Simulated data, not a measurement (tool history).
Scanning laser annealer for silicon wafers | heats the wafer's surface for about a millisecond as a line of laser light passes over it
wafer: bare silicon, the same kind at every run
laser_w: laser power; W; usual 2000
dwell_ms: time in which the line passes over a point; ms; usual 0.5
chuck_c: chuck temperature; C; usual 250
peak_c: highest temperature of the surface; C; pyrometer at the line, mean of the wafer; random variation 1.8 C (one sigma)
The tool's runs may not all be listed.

Run 1, hour 0: usual settings. Result: peak_c 966 C.
Run 2, hour 27.2: usual settings. Result: peak_c 965 C.
Run 3, hour 57: usual settings. Result: peak_c 963 C.
Run 4, hour 75: usual settings. Result: peak_c 963 C.
Run 5, hour 88.2: usual settings. Result: peak_c 962 C.
Run 6, hour 106.1: usual settings but laser_w 1813 W. Result: peak_c 880 C.
Run 7, hour 127.1: usual settings but laser_w 1813 W, chuck_c 289 C. Result: peak_c 923 C.
At hour 146.4: window over the wafer cleaned.
Run 8, hour 150.1: usual settings but laser_w 1813 W, chuck_c 289 C. Result: peak_c 945 C.
Run 9, hour 168.8: usual settings but chuck_c 241 C. Result: peak_c 977 C.
At hour 176.2: optics aligned, line set to its width.
Run 10, hour 189.5: usual settings but chuck_c 241 C. Result: peak_c 981 C.
Run 11, hour 218.7: usual settings but dwell_ms 0.401 ms. Result: peak_c 918 C.
At hour 233.7: optics aligned, line set to its width, once more.
Run 12, hour 252.9: usual settings but laser_w 1918 W, dwell_ms 0.538 ms, chuck_c 253 C. Result: peak_c 981 C.
Run 13, hour 271: usual settings but laser_w 1905 W, dwell_ms 0.594 ms, chuck_c 211 C. Result: peak_c 959 C.
Run 14, hour 291.8: usual settings but laser_w 2199 W, dwell_ms 0.372 ms, chuck_c 211 C. Result: peak_c 937 C.
Run 15, hour 313.7: usual settings but laser_w 1853 W, dwell_ms 0.619 ms, chuck_c 225 C. Result: peak_c 962 C.
Run 16, hour 326.2: usual settings but laser_w 1853 W, dwell_ms 0.619 ms, chuck_c 225 C. Result: peak_c 965 C.
Run 17, hour 354.4: usual settings but dwell_ms 0.362 ms, chuck_c 281 C. Result: peak_c 919 C.
Run 18, hour 372.6: usual settings but laser_w 2097 W, dwell_ms 0.422 ms, chuck_c 281 C. Result: peak_c 1004 C.
Run 19, hour 395.6: usual settings but laser_w 2097 W, dwell_ms 0.422 ms, chuck_c 281 C. Result: peak_c 1002 C.
Run 20, hour 420.6: usual settings but laser_w 2097 W, dwell_ms 0.545 ms, chuck_c 239 C. Result: peak_c 1042 C.
Run 21, hour 436.1: usual settings but laser_w 2097 W, dwell_ms 0.545 ms, chuck_c 239 C. Result: peak_c 1044 C.

Forecast each of these 3 alternatives for the next run:
Run A, hour 456.2: usual settings but laser_w 1915 W, dwell_ms 0.529 ms, chuck_c 264 C. Result: peak_c ?.
Run B, hour 456.2: usual settings but laser_w 2073 W, dwell_ms 0.393 ms, chuck_c 236 C. Result: peak_c ?.
Run C, hour 456.2: usual settings but laser_w 2065 W, dwell_ms 0.563 ms, chuck_c 258 C. Result: peak_c ?.

run  peak_c
  A     975
  B     925
  C    1057
Without the tool's hidden state the same runs would have given:
run  peak_c
  A     983
  B     933
  C    1067

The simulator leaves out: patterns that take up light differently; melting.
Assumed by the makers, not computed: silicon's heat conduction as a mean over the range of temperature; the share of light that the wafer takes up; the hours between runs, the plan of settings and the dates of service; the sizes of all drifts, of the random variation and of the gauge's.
